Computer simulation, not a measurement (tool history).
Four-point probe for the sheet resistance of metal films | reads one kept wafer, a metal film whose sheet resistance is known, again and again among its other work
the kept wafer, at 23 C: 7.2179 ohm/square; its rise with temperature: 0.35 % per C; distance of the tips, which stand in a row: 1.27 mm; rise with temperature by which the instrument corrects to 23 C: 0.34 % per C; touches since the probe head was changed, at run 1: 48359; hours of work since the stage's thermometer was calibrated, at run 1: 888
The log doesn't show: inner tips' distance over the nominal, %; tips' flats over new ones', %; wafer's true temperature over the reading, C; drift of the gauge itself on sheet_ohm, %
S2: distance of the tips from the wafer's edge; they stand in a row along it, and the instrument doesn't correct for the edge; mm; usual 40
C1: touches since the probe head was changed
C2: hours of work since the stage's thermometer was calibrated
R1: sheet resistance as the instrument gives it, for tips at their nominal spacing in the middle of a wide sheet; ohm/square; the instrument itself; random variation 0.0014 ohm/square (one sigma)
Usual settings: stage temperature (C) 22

{"run": 1, "day": 0.0, "stage temperature (C)": 22, "S2": 40, "C1": 48359, "C2": 888, "R1": 7.178081}
{"run": 2, "day": 0.767, "stage temperature (C)": 22, "S2": 40, "C1": 48897, "C2": 903, "R1": 7.17562}
{"run": 3, "day": 1.967, "stage temperature (C)": 22, "S2": 40, "C1": 49736, "C2": 926, "R1": 7.18001}
{"run": 4, "day": 2.492, "stage temperature (C)": 22, "S2": 40, "C1": 50104, "C2": 936, "R1": 7.179603}
{"run": 5, "day": 3.617, "stage temperature (C)": 22, "S2": 40, "C1": 50891, "C2": 958, "R1": 7.177359}
{"run": 6, "day": 4.329, "stage temperature (C)": 22, "S2": 40, "C1": 51391, "C2": 972, "R1": 7.174414}
{"run": 7, "day": 5.383, "stage temperature (C)": 22, "S2": 40, "C1": 52127, "C2": 992, "R1": 7.176478}
{"run": 8, "day": 5.925, "stage temperature (C)": 21, "S2": 7, "C1": 52507, "C2": 1002, "R1": 7.295924}
{"run": 9, "day": 7.042, "stage temperature (C)": 35, "S2": 17, "C1": 53288, "C2": 1024, "R1": 7.198471}
{"run": 10, "day": 7.904, "stage temperature (C)": 28, "S2": 6, "C1": 53891, "C2": 1040, "R1": 7.343483}
{"run": 11, "day": 8.508, "stage temperature (C)": 30, "S2": 35, "C1": 54315, "C2": 1052, "R1": 7.18063}
{"run": 12, "day": 9.696, "stage temperature (C)": 22, "S2": 5, "C1": 55146, "C2": 1074, "R1": 7.413202}
{"run": 13, "day": 10.279, "stage temperature (C)": 27, "S2": 6, "C1": 55556, "C2": 1086, "R1": 7.340423}

Forecast each of these 5 alternatives for the next run:
{"run": "A", "day": 10.796, "stage temperature (C)": 22, "S2": 35, "C1": 55916, "C2": 1096, "R1": "?"}
{"run": "B", "day": 10.796, "stage temperature (C)": 20, "S2": 36, "C1": 55916, "C2": 1096, "R1": "?"}
{"run": "C", "day": 10.796, "stage temperature (C)": 23, "S2": 40, "C1": 55916, "C2": 1096, "R1": "?"}
{"run": "D", "day": 10.796, "stage temperature (C)": 34, "S2": 38, "C1": 55916, "C2": 1096, "R1": "?"}
{"run": "E", "day": 10.796, "stage temperature (C)": 19, "S2": 4, "C1": 55916, "C2": 1096, "R1": "?"}

run=A R1=7.173171
run=B R1=7.172866
run=C R1=7.172587
run=D R1=7.177983
run=E R1=7.533906
Without the tool's hidden state the same runs would have given:
run=A R1=7.22107
run=B R1=7.220836
run=C R1=7.220447
run=D R1=7.225499
run=E R1=7.584165

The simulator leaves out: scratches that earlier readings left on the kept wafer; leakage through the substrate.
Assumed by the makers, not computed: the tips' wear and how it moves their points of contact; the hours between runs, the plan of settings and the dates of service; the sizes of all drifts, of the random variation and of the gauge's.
